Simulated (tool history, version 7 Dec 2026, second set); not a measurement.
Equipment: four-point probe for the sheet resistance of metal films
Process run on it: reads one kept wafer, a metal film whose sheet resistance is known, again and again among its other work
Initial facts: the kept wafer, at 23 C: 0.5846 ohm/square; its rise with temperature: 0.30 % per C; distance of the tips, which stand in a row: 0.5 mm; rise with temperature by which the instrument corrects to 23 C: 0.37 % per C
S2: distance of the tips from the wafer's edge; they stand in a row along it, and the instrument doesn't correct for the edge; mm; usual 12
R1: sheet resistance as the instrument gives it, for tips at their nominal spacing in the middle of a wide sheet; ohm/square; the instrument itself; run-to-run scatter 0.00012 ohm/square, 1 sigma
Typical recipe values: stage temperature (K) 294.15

Run 1, hour 0: usual settings. Result: R1 0.586945 ohm/square.
Run 2, hour 11.4: usual settings but stage temperature (K) 295.15. Result: R1 0.586507 ohm/square.
Run 3, hour 29.8: usual settings but stage temperature (K) 306.15. Result: R1 0.581999 ohm/square.
Run 4, hour 42.8: usual settings but stage temperature (K) 306.15, S2 11 mm. Result: R1 0.582224 ohm/square.
Run 5, hour 52.2: usual settings. Result: R1 0.586748 ohm/square.
Run 6, hour 66.2: usual settings but S2 11 mm. Result: R1 0.586958 ohm/square.
Run 7, hour 75.1: usual settings but S2 11 mm. Result: R1 0.586908 ohm/square.
Run 8, hour 93.2: usual settings but S2 11 mm. Result: R1 0.587025 ohm/square.
Run 9, hour 111.8: usual settings but S2 11 mm. Result: R1 0.586859 ohm/square.
Run 10, hour 131: usual settings but S2 11 mm. Result: R1 0.586859 ohm/square.
Run 11, hour 147.7: usual settings but S2 11 mm. Result: R1 0.58676 ohm/square.
Run 12, hour 163.2: usual settings but S2 11 mm. Result: R1 0.586717 ohm/square.
Run 13, hour 181.6: usual settings but S2 11 mm. Result: R1 0.586851 ohm/square.
Run 14, hour 199.4: usual settings but stage temperature (K) 291.15, S2 30 mm. Result: R1 0.587527 ohm/square.
Run 15, hour 215: usual settings but stage temperature (K) 291.15, S2 30 mm. Result: R1 0.587663 ohm/square.

Expected results for the next run?
Run 16, hour 226: usual settings but stage temperature (K) 291.15, S2 30 mm. Result: R1 ?.

{"run 16": {"R1": 0.587704}}
If the tool had no hidden condition, the same run with the same run-to-run variation would have returned R1 0.587007 ohm/square.

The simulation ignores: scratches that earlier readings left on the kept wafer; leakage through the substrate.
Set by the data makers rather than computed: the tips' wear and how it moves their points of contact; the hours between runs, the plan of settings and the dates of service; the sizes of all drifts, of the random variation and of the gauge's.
